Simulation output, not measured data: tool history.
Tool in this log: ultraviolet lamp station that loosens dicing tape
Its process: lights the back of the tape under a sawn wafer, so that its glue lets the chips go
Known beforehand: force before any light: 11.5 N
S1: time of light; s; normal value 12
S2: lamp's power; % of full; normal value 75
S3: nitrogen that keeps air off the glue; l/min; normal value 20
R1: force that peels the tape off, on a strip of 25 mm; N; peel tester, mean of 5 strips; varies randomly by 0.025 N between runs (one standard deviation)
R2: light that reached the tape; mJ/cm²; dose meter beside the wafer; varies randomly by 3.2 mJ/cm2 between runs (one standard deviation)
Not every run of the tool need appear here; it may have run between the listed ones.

run   hour  S1  S2  S3     R1   R2
  1      0  12  75  20  1.486  446
  2   12.5  12  75  20   1.62  443
  3   24.5  12  75  20  1.599  439
  4   36.7  12  75  20  1.561  443
  5   46.7  12  75  20  1.635  440
  6     54  12  75  20  1.583  435
  7   63.5  12  75  20  1.687  432
  8   70.5  12  75  20  1.654  427
  9   76.9  12  75  20  1.646  434
 10   84.8  12  75  20  1.681  427
 11   90.5  12  75  20  1.637  431
 12    101  12  75  20  1.621  426
     102.1  -- window cleaned of glue's vapour
 13    111  12  75  20  1.746  409
 14    123  12  75  20  1.801  400
     131.2  -- window cleaned of glue's vapour, once more
 15  133.6  12  75  11  2.213  439
 16  142.1  12  75  11  2.252  435
 17  150.3  12  75  11  2.293  433
 18  156.7  12  75  11   2.35  430
 19  165.6  16  75  20  0.945  571
 20  172.7  16  75  20  0.943  572
 21  184.5  16  75  20  0.987  569
 22  192.6  16  75  20  0.979  562
 23  204.1  16  75  20  0.982  568
 24  214.2  16  75  20  0.998  558
 25  226.1  12  64  20  2.329  357
 26  235.6   6  78  10  5.325  214
 27  248.3   6  75  27  3.939  202
 28  259.3   6  80  23  4.017  216
 29  272.1  12  63  10  3.376  341
 30  283.4  12  64  19  2.432  349
 31  295.9  11  80   8  3.066  393
 32  301.7  14  80   8  2.297  498
 33  313.7  14  69   9  2.567  427
 34  319.9  12  75  23  1.822  393
 35  327.1  21  68  23  0.714  630
 36  338.7  24  88  20  0.328  911
 37  349.4  24  88  20  0.356  915
 38  356.7  19  88  10  0.919  730
 39  362.7  12  61  29  2.365  312
 40    375  12  61  29  2.342  311
 41  382.7  20  75  33  0.532  638
 42  388.8  12  60  26  2.606  305
 43    398  12  60  26  2.579  305

A few steps of R1 between consecutive runs. Split each: what settings, incoming material and random variation would produce without the hidden state, and what is left over for the hidden state, along with gauge scatter present in only one of the two compared results (measured, and without hidden state):
Unlogged tool condition in this case: lamp's light, % of a new lamp's; light that the window lets through, % of a clean one's; drift of the gauge itself on peel_n, %; drift of the gauge itself on dose_mj_cm2, %.
Run 25 -> 26: S1 12 -> 6, S2 64 -> 78, S3 20 -> 10. R1 +2.996 N: hidden state +0.194, all else +2.802.
Run 38 -> 39: S1 19 -> 12, S2 88 -> 61, S3 10 -> 29. R1 +1.446 N: hidden state +0.465, all else +0.981.
Run 40 -> 41: S1 12 -> 20, S2 61 -> 75, S3 29 -> 33. R1 -1.81 N: hidden state -0.653, all else -1.157.
Run 41 -> 42: S1 20 -> 12, S2 75 -> 60, S3 33 -> 26. R1 +2.074 N: hidden state +0.744, all else +1.33.
